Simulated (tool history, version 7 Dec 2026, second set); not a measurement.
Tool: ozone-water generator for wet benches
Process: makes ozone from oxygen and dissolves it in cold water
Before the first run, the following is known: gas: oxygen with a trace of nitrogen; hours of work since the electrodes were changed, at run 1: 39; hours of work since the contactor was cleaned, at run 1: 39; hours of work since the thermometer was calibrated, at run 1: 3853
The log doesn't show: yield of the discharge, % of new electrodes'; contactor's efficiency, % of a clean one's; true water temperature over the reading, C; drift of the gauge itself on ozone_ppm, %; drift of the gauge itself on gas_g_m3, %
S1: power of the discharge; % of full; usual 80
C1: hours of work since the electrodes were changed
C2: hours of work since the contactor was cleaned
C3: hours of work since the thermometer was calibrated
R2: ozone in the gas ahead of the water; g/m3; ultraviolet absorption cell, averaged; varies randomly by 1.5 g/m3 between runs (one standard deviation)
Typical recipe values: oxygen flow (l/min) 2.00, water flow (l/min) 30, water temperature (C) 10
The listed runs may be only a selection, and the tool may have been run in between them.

run 1 hour=0.0 | S1=80 oxygen_flow_(l/min)=2.00 water_flow_(l/min)=30 water_temperature_(C)=10 | C1=39 C2=39 C3=3853 | dissolved_ozone_(ppm)=10.9 R2=281.1
run 2 hour=103.3 | S1=80 oxygen_flow_(l/min)=2.80 water_flow_(l/min)=30 water_temperature_(C)=10 | C1=109 C2=109 C3=3923 | dissolved_ozone_(ppm)=12.6 R2=237.5
run 3 hour=201.7 | S1=80 oxygen_flow_(l/min)=2.80 water_flow_(l/min)=30 water_temperature_(C)=10 | C1=175 C2=175 C3=3990 | dissolved_ozone_(ppm)=12.7 R2=239.4
run 4 hour=273.2 | S1=43 oxygen_flow_(l/min)=2.00 water_flow_(l/min)=30 water_temperature_(C)=10 | C1=224 C2=224 C3=4038 | dissolved_ozone_(ppm)=7.0 R2=174.7
run 5 hour=388.8 | S1=80 oxygen_flow_(l/min)=2.00 water_flow_(l/min)=30 water_temperature_(C)=10 | C1=302 C2=302 C3=4116 | dissolved_ozone_(ppm)=11.1 R2=281.1
run 6 hour=464.9 | S1=80 oxygen_flow_(l/min)=2.00 water_flow_(l/min)=30 water_temperature_(C)=10 | C1=353 C2=353 C3=4168 | dissolved_ozone_(ppm)=10.9 R2=282.2
run 7 hour=572.6 | S1=80 oxygen_flow_(l/min)=2.00 water_flow_(l/min)=30 water_temperature_(C)=10 | C1=426 C2=426 C3=4240 | dissolved_ozone_(ppm)=11.2 R2=278.8
-- hour=635.0 water thermometer calibrated
run 8 hour=642.5 | S1=80 oxygen_flow_(l/min)=2.00 water_flow_(l/min)=30 water_temperature_(C)=10 | C1=473 C2=473 C3=5 | dissolved_ozone_(ppm)=11.0 R2=281.0
run 9 hour=758.2 | S1=80 oxygen_flow_(l/min)=2.17 water_flow_(l/min)=30 water_temperature_(C)=10 | C1=551 C2=551 C3=83 | dissolved_ozone_(ppm)=11.3 R2=273.3
run 10 hour=847.9 | S1=80 oxygen_flow_(l/min)=2.17 water_flow_(l/min)=30 water_temperature_(C)=10 | C1=612 C2=612 C3=144 | dissolved_ozone_(ppm)=11.3 R2=272.7
run 11 hour=926.3 | S1=80 oxygen_flow_(l/min)=2.17 water_flow_(l/min)=30 water_temperature_(C)=10 | C1=665 C2=665 C3=197 | dissolved_ozone_(ppm)=11.3 R2=272.7
run 12 hour=982.6 | S1=80 oxygen_flow_(l/min)=2.17 water_flow_(l/min)=30 water_temperature_(C)=10 | C1=703 C2=703 C3=235 | dissolved_ozone_(ppm)=11.3 R2=272.6
run 13 hour=1091.6 | S1=80 oxygen_flow_(l/min)=2.17 water_flow_(l/min)=19 water_temperature_(C)=10 | C1=777 C2=777 C3=309 | dissolved_ozone_(ppm)=19.3 R2=273.2
run 14 hour=1218.0 | S1=80 oxygen_flow_(l/min)=2.00 water_flow_(l/min)=40 water_temperature_(C)=10 | C1=862 C2=862 C3=394 | dissolved_ozone_(ppm)=7.8 R2=284.8
run 15 hour=1319.8 | S1=62 oxygen_flow_(l/min)=2.00 water_flow_(l/min)=30 water_temperature_(C)=10 | C1=931 C2=931 C3=463 | dissolved_ozone_(ppm)=9.1 R2=234.5
run 16 hour=1415.9 | S1=62 oxygen_flow_(l/min)=2.00 water_flow_(l/min)=30 water_temperature_(C)=10 | C1=996 C2=996 C3=528 | dissolved_ozone_(ppm)=9.0 R2=232.5
run 17 hour=1510.2 | S1=62 oxygen_flow_(l/min)=2.00 water_flow_(l/min)=30 water_temperature_(C)=13 | C1=1060 C2=1060 C3=592 | dissolved_ozone_(ppm)=8.9 R2=232.7
run 18 hour=1614.9 | S1=62 oxygen_flow_(l/min)=2.00 water_flow_(l/min)=30 water_temperature_(C)=13 | C1=1131 C2=1131 C3=663 | dissolved_ozone_(ppm)=9.0 R2=231.7
run 19 hour=1718.7 | S1=62 oxygen_flow_(l/min)=2.00 water_flow_(l/min)=30 water_temperature_(C)=13 | C1=1201 C2=1201 C3=733 | dissolved_ozone_(ppm)=8.9 R2=235.7
run 20 hour=1799.8 | S1=80 oxygen_flow_(l/min)=2.00 water_flow_(l/min)=30 water_temperature_(C)=7 | C1=1256 C2=1256 C3=788 | dissolved_ozone_(ppm)=11.1 R2=287.0
run 21 hour=1906.0 | S1=64 oxygen_flow_(l/min)=1.88 water_flow_(l/min)=38 water_temperature_(C)=7 | C1=1327 C2=1327 C3=860 | dissolved_ozone_(ppm)=7.0 R2=246.6
run 22 hour=1992.7 | S1=64 oxygen_flow_(l/min)=1.88 water_flow_(l/min)=38 water_temperature_(C)=7 | C1=1386 C2=1386 C3=918 | dissolved_ozone_(ppm)=6.8 R2=248.0
run 23 hour=2080.8 | S1=62 oxygen_flow_(l/min)=1.88 water_flow_(l/min)=21 water_temperature_(C)=7 | C1=1446 C2=1446 C3=978 | dissolved_ozone_(ppm)=13.9 R2=242.5
run 24 hour=2170.5 | S1=62 oxygen_flow_(l/min)=1.88 water_flow_(l/min)=21 water_temperature_(C)=6 | C1=1506 C2=1506 C3=1038 | dissolved_ozone_(ppm)=13.9 R2=242.5
run 25 hour=2283.9 | S1=62 oxygen_flow_(l/min)=1.83 water_flow_(l/min)=23 water_temperature_(C)=6 | C1=1583 C2=1583 C3=1115 | dissolved_ozone_(ppm)=12.4 R2=244.3
run 26 hour=2346.9 | S1=74 oxygen_flow_(l/min)=2.00 water_flow_(l/min)=30 water_temperature_(C)=10 | C1=1626 C2=1626 C3=1158 | dissolved_ozone_(ppm)=10.5 R2=270.8
run 27 hour=2408.6 | S1=74 oxygen_flow_(l/min)=2.00 water_flow_(l/min)=30 water_temperature_(C)=10 | C1=1667 C2=1667 C3=1199 | dissolved_ozone_(ppm)=10.3 R2=269.8
run 28 hour=2543.1 | S1=74 oxygen_flow_(l/min)=2.00 water_flow_(l/min)=30 water_temperature_(C)=10 | C1=1758 C2=1758 C3=1290 | dissolved_ozone_(ppm)=10.4 R2=272.1
run 29 hour=2612.5 | S1=42 oxygen_flow_(l/min)=2.00 water_flow_(l/min)=30 water_temperature_(C)=10 | C1=1805 C2=1805 C3=1337 | dissolved_ozone_(ppm)=6.7 R2=173.3
run 30 hour=2745.6 | S1=80 oxygen_flow_(l/min)=1.35 water_flow_(l/min)=40 water_temperature_(C)=11 | C1=1895 C2=1895 C3=1427 | dissolved_ozone_(ppm)=6.6 R2=351.1
-- hour=2874.1 gauge calibrated
run 31 hour=2874.1 | S1=80 oxygen_flow_(l/min)=1.35 water_flow_(l/min)=40 water_temperature_(C)=11 | C1=1982 C2=1982 C3=1514 | dissolved_ozone_(ppm)=6.5 R2=335.9
run 32 hour=2990.5 | S1=80 oxygen_flow_(l/min)=1.35 water_flow_(l/min)=40 water_temperature_(C)=11 | C1=2061 C2=2061 C3=1593 | dissolved_ozone_(ppm)=6.5 R2=336.8
run 33 hour=3078.2 | S1=80 oxygen_flow_(l/min)=2.00 water_flow_(l/min)=38 water_temperature_(C)=8 | C1=2120 C2=2120 C3=1652 | dissolved_ozone_(ppm)=8.2 R2=280.1

Entry by entry between the runs, the difference in hidden state between the last listed run before and the first listed run after:
Logged between run 7 and run 8: water thermometer calibrated (hour 635.0)
  drift of the gauge itself on gas_g_m3, %: 0.59 -> 0.66
  measured minus no-state result, R2: +1.6 -> +1.8 g/m3
Logged between run 30 and run 31: gauge calibrated (hour 2874.1)
  contactor's efficiency, % of a clean one's: 100 -> 99.9; drift of the gauge itself on gas_g_m3, %: 2.83 -> 0
  measured minus no-state result, R2: +9.4 -> -0.2 g/m3
